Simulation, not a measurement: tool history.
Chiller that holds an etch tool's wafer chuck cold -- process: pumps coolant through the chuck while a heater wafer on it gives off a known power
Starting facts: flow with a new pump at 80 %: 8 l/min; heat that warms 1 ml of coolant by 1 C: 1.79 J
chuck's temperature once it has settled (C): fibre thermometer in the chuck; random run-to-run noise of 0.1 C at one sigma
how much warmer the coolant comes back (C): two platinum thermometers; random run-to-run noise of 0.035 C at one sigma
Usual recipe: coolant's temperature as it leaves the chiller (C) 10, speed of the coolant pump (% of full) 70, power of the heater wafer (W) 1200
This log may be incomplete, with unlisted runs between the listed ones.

| run | hour | coolant's temperature as it leaves the chiller (C) | speed of the coolant pump (% of full) | power of the heater wafer (W) | chuck's temperature once it has settled (C) | how much warmer the coolant comes back (C) |
|---|---|---|---|---|---|---|
| 1 | 0 | 10 | 70 | 1200 | 19.9 | 6.1 |
| 2 | 27.8 | 10 | 70 | 659 | 15.3 | 3.32 |
| 3 | 63.2 | 10 | 70 | 659 | 15.4 | 3.32 |
| 4 | 107.3 | 10 | 70 | 659 | 15.3 | 3.35 |
| 5 | 132.4 | 10 | 70 | 659 | 15.3 | 3.33 |
| 6 | 186.9 | 10 | 70 | 1073 | 18.8 | 5.37 |
| 7 | 217.2 | 10 | 70 | 1073 | 18.9 | 5.33 |
| 8 | 254.8 | 10 | 63 | 1200 | 20.8 | 6.8 |
| 9 | 288.1 | 10 | 77 | 1200 | 19.1 | 5.45 |
| 10 | 330.8 | 1 | 70 | 1200 | 10.7 | 6.09 |
| 11 | 365.1 | 1 | 70 | 1200 | 11.1 | 6.08 |
| 12 | 420 | 10 | 70 | 1596 | 23.3 | 8.06 |
| 13 | 444.2 | 10 | 70 | 1178 | 19.8 | 5.95 |
| 14 | 484.7 | 10 | 70 | 1178 | 19.8 | 5.96 |
| 15 | 510.5 | 10 | 70 | 1178 | 19.7 | 6.04 |
| 16 | 542 | 10 | 70 | 1200 | 20.1 | 6.07 |
| 17 | 590.4 | 10 | 61 | 1730 | 26.4 | 10.23 |
| 18 | 626.6 | 10 | 61 | 1094 | 20.3 | 6.5 |
| 19 | 650.6 | 10 | 61 | 1094 | 20.4 | 6.44 |
| 20 | 699.2 | 10 | 61 | 1664 | 25.8 | 9.8 |
|  | 706.6 | coolant pump overhauled |
| 21 | 731.5 | 10 | 61 | 1664 | 26 | 10.02 |
| 22 | 760.1 | 14 | 96 | 1200 | 21.7 | 4.46 |
| 23 | 798.3 | 14 | 96 | 1200 | 21.8 | 4.38 |
| 24 | 830.1 | 3 | 96 | 649 | 7 | 2.35 |
| 25 | 863.5 | 3 | 96 | 649 | 7.1 | 2.37 |
| 26 | 896.4 | 3 | 96 | 1129 | 10.4 | 4.17 |
| 27 | 943.7 | 10 | 70 | 671 | 15.4 | 3.48 |
| 28 | 996.1 | 9 | 73 | 671 | 14.3 | 3.33 |
|  | 1003.8 | coolant pump overhauled, once more |
| 29 | 1045.9 | 9 | 73 | 671 | 14 | 3.11 |
| 30 | 1077.4 | 9 | 73 | 671 | 13.9 | 3.1 |
| 31 | 1122.7 | 3 | 78 | 1680 | 15.4 | 7.13 |

5 ways to go on from here, each from the tool as it stands after run 31. What would each give?
| A | 1149.4 | 6 | 78 | 1680 | ? | ? |
| B | 1149.4 | 13 | 61 | 1680 | ? | ? |
| C | 1149.4 | 3 | 80 | 1116 | ? | ? |
| D | 1149.4 | 3 | 66 | 1680 | ? | ? |
| E | 1149.4 | 10 | 94 | 1200 | ? | ? |

| run | chuck's temperature once it has settled (C) | how much warmer the coolant comes back (C) |
|---|---|---|
| A | 18.1 | 7.17 |
| B | 28.3 | 9.41 |
| C | 10.8 | 4.66 |
| D | 17.1 | 8.65 |
| E | 17.4 | 4.13 |
Without the tool's unlogged condition, the same runs would have read:
| run | chuck's temperature once it has settled (C) | how much warmer the coolant comes back (C) |
|---|---|---|
| A | 18 | 7.24 |
| B | 28.2 | 9.5 |
| C | 10.8 | 4.7 |
| D | 17 | 8.73 |
| E | 17.5 | 4.17 |
